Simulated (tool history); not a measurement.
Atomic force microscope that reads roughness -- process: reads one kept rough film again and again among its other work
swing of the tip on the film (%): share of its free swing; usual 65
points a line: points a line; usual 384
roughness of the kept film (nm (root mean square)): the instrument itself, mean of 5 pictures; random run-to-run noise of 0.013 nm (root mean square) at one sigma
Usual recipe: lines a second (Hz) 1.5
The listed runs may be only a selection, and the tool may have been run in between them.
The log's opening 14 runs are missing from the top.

| run | hour | lines a second (Hz) | swing of the tip on the film (%) | points a line | pictures with this tip | hours of work since the height scale was calibrated | roughness of the kept film (nm (root mean square)) |
|---|---|---|---|---|---|---|---|
|  | 277.4 | new tip fitted |
| 15 | 280.5 | 1.5 | 77 | 384 | 6 | 1017 | 2.904 |
| 16 | 303 | 1.5 | 65 | 384 | 51 | 1035 | 2.811 |
| 17 | 330.2 | 1.5 | 65 | 384 | 106 | 1056 | 2.556 |
| 18 | 354.3 | 1.5 | 65 | 384 | 155 | 1075 | 2.393 |
| 19 | 371.7 | 1.5 | 65 | 384 | 189 | 1088 | 2.273 |
| 20 | 388.7 | 1.5 | 65 | 384 | 224 | 1101 | 2.165 |
| 21 | 412.9 | 0.77 | 65 | 384 | 272 | 1120 | 2.093 |
|  | 415.1 | new tip fitted |
| 22 | 428.8 | 0.77 | 65 | 384 | 27 | 1132 | 3.091 |
| 23 | 448.4 | 0.77 | 65 | 384 | 67 | 1148 | 2.882 |
| 24 | 467.7 | 1.5 | 65 | 995 | 105 | 1163 | 2.641 |
| 25 | 492.1 | 2.94 | 76 | 995 | 154 | 1182 | 2.055 |
| 26 | 519.5 | 0.97 | 68 | 349 | 210 | 1203 | 2.197 |
| 27 | 538.3 | 1.82 | 55 | 958 | 247 | 1218 | 2.175 |
|  | 553.8 | new tip fitted |
| 28 | 559.5 | 1.82 | 55 | 958 | 11 | 1234 | 3.214 |
| 29 | 583.7 | 1.31 | 55 | 553 | 60 | 1253 | 2.932 |
| 30 | 599.1 | 1.31 | 80 | 581 | 91 | 1265 | 2.491 |
| 31 | 626.1 | 2.08 | 75 | 962 | 145 | 1286 | 2.235 |
| 32 | 643.6 | 2.08 | 75 | 365 | 180 | 1300 | 2.067 |

Run 33, settings as shown, results not yet in. Your forecast:
| 33 | 668.4 | 3.27 | 62 | 563 | 230 | 1319 | ? |

Run 33 yielded roughness of the kept film (nm (root mean square)) 2.014.
Had the tool carried no hidden state, the very same run would have given roughness of the kept film (nm (root mean square)) 3.051.
